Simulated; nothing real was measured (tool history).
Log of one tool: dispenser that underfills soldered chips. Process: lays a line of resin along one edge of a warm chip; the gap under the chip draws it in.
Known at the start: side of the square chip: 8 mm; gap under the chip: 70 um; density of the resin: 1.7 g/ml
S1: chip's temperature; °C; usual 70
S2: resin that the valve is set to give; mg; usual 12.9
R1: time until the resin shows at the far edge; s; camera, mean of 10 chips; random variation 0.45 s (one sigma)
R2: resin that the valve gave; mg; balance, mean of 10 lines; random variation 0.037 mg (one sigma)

| run | hour | S1 | S2 | R1 | R2 |
|---|---|---|---|---|---|
| 1 | 0 | 70 | 12.9 | 47 | 12.27 |
|  | 4 | new syringe of resin |
| 2 | 6.6 | 70 | 12.9 | 39.4 | 12.25 |
|  | 13.8 | new syringe of resin |
|  | 15.4 | dispensing valve cleaned and set on the balance |
| 3 | 18.2 | 70 | 12.9 | 41 | 12.85 |
| 4 | 23.6 | 70 | 12.9 | 57 | 12.81 |
|  | 24.6 | new syringe of resin |
|  | 34.1 | new syringe of resin |
| 5 | 35 | 70 | 12.9 | 35.3 | 12.7 |
|  | 43.4 | new syringe of resin |
| 6 | 47.3 | 70 | 16.4 | 42 | 16.15 |
|  | 53.2 | new syringe of resin |
| 7 | 53.2 | 72 | 16.4 | 31 | 16.04 |
|  | 62.4 | new syringe of resin |
| 8 | 62.4 | 72 | 16.4 | 31.4 | 16.02 |
| 9 | 67.4 | 72 | 16.4 | 40.7 | 16.11 |
|  | 71.8 | new syringe of resin |
| 10 | 76.6 | 72 | 16.4 | 39.9 | 15.77 |
|  | 80.9 | new syringe of resin |
| 11 | 88.6 | 72 | 16.4 | 49.5 | 15.81 |
|  | 90.8 | new syringe of resin |
| 12 | 99.5 | 77 | 11.7 | 41.4 | 11.21 |
|  | 100.8 | new syringe of resin |
|  | 110.5 | new syringe of resin |
| 13 | 112.1 | 77 | 11.7 | 27.8 | 11.16 |
|  | 120 | new syringe of resin |
|  | 122.9 | dispensing valve cleaned and set on the balance |
| 14 | 122.9 | 63 | 11.9 | 55.2 | 11.9 |
|  | 130.8 | new syringe of resin |
| 15 | 131.1 | 63 | 11.9 | 50.5 | 11.83 |
| 16 | 137.7 | 66 | 14.4 | 61.8 | 14.27 |
|  | 140.4 | new syringe of resin |
| 17 | 144.1 | 67 | 14.7 | 50.4 | 14.48 |
|  | 149.8 | new syringe of resin |
| 18 | 149.8 | 70 | 15.7 | 35.2 | 15.48 |
| 19 | 157.6 | 70 | 15.7 | 55.2 | 15.43 |
|  | 159 | new syringe of resin |
| 20 | 165.1 | 76 | 14.2 | 37.9 | 13.93 |
|  | 168.4 | new syringe of resin |
| 21 | 173.3 | 76 | 14.3 | 34.5 | 13.91 |

4 ways to go on from here, each from the tool as it stands after run 21. What would each give?
|  | 177.9 | new syringe of resin |
| A | 178.7 | 64 | 14.3 | ? | ? |
|  | 177.9 | new syringe of resin |
| B | 178.7 | 72 | 13.9 | ? | ? |
|  | 177.9 | new syringe of resin |
| C | 178.7 | 61 | 11.6 | ? | ? |
|  | 177.9 | new syringe of resin |
| D | 178.7 | 76 | 15.4 | ? | ? |

| run | R1 | R2 |
|---|---|---|
| A | 49.3 | 13.83 |
| B | 33.5 | 13.53 |
| C | 58.4 | 11.29 |
| D | 27.7 | 14.97 |
Without the tool's hidden state the same runs would have given:
| run | R1 | R2 |
|---|---|---|
| A | 43.5 | 14.23 |
| B | 29.6 | 13.93 |
| C | 51.3 | 11.63 |
| D | 24.6 | 15.41 |
